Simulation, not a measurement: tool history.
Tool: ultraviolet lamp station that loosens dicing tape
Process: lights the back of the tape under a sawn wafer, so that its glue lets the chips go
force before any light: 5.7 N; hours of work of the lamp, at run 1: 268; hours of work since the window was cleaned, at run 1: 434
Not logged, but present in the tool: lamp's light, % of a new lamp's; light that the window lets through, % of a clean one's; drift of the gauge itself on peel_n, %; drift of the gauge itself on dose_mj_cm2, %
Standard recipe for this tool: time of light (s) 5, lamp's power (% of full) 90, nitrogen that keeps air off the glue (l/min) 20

run    hour  time of light (s)  lamp's power (% of full)  nitrogen that keeps air off the glue (l/min)  hours of work of the lamp  hours of work since the window was cleaned  force that peels the tape off (N)  light that reached the tape (mJ/cm²)
  1     0.0                  5                        90                                            20                        268                                         434                              0.506                                   445
  2    22.7                  5                        99                                            20                        278                                         443                              0.432                                   489
  3    60.3                  5                        90                                            20                        294                                         459                              0.524                                   444
  4    88.3                  8                        90                                            20                        305                                         471                              0.270                                   698
  5   124.9                  8                        90                                            20                        321                                         486                              0.253                                   696
  6   155.6                  8                        90                                             7                        334                                         499                              0.359                                   696
  7   190.0                  9                        90                                            20                        348                                         513                              0.240                                   777
  8   212.4                  9                        90                                            20                        357                                         523                              0.221                                   768
      221.0  -- window cleaned of glue's vapour
  9   231.1                  9                        90                                            20                        365                                           4                              0.238                                   737
 10   258.0                  6                        90                                            20                        376                                          16                              0.439                                   484
 11   284.2                  6                        90                                            20                        387                                          27                              0.436                                   483
      298.6  -- window cleaned of glue's vapour, once more
 12   314.4                  6                        90                                            20                        400                                           7                              0.318                                   581
 13   338.2                  6                        90                                            20                        410                                          17                              0.315                                   575
 14   371.4                  5                        90                                            11                        424                                          31                              0.569                                   478
 15   391.1                  5                        90                                            11                        432                                          39                              0.568                                   472
 16   425.3                  5                        90                                            11                        447                                          53                              0.576                                   476
 17   465.2                  5                        90                                            11                        463                                          70                              0.592                                   474
 18   485.9                  5                        90                                            20                        472                                          79                              0.453                                   474
 19   511.0                  5                        90                                            20                        483                                          89                              0.448                                   468
 20   538.7                  5                        90                                            20                        494                                         101                              0.468                                   465
 21   574.6                  5                        90                                            20                        509                                         116                              0.475                                   458
 22   612.1                  5                        90                                             9                        525                                         132                              0.681                                   458
 23   645.9                  5                        97                                            38                        539                                         146                              0.364                                   495
 24   667.6                  3                        78                                             7                        548                                         155                              1.903                                   238
 25   687.7                  3                        61                                            24                        557                                         164                              1.777                                   186
 26   729.1                  3                        61                                            24                        574                                         181                              1.859                                   182
 27   758.1                  7                        63                                             9                        587                                         193                              0.720                                   430
 28   793.5                  3                        78                                            38                        601                                         208                              1.197                                   229
 29   825.2                  4                        71                                            33                        615                                         221                              0.960                                   276
 30   865.7                  4                        80                                            20                        632                                         238                              0.918                                   306
 31   904.9                  5                        61                                             9                        648                                         255                              1.311                                   291
 32   938.4                  5                        80                                            20                        662                                         269                              0.669                                   384
 33   967.6                  5                        80                                            20                        675                                         281                              0.672                                   377
 34   984.5                  4                        63                                            24                        682                                         288                              1.357                                   240
 35  1025.4                  8                       100                                            20                        699                                         306                              0.225                                   745
 36  1052.7                  8                       100                                            20                        710                                         317                              0.248                                   742
 37  1081.6                  8                       100                                            20                        723                                         329                              0.248                                   745
 38  1110.0                  5                        90                                            13                        735                                         341                              0.674                                   408
 39  1135.6                  7                        72                                            22                        745                                         352                              0.450                                   465
 40  1156.2                  4                        64                                            22                        754                                         361                              1.350                                   232
 41  1176.1                  4                        64                                            22                        762                                         369                              1.399                                   233
 42  1193.0                  5                        80                                            20                        769                                         376                              0.723                                   366
 43  1225.2                  5                       100                                            27                        783                                         390                              0.447                                   444
 44  1258.2                  4                       100                                            27                        797                                         404                              0.653                                   355

Alternative continuations, all from the tool just after run 44; predict every row:
  A  1290.5                  5                        87                                            20                        810                                         417                                  ?                                     ?
  B  1290.5                  4                       100                                            14                        810                                         417                                  ?                                     ?
  C  1290.5                  7                        82                                             8                        810                                         417                                  ?                                     ?

run  force that peels the tape off (N)  light that reached the tape (mJ/cm²)
  A                              0.647                                   386
  B                              0.838                                   356
  C                              0.561                                   506
Take away the tool's hidden state, keep each run's random variation, and the runs would have read:
run  force that peels the tape off (N)  light that reached the tape (mJ/cm²)
  A                              0.394                                   512
  B                              0.513                                   471
  C                              0.344                                   670
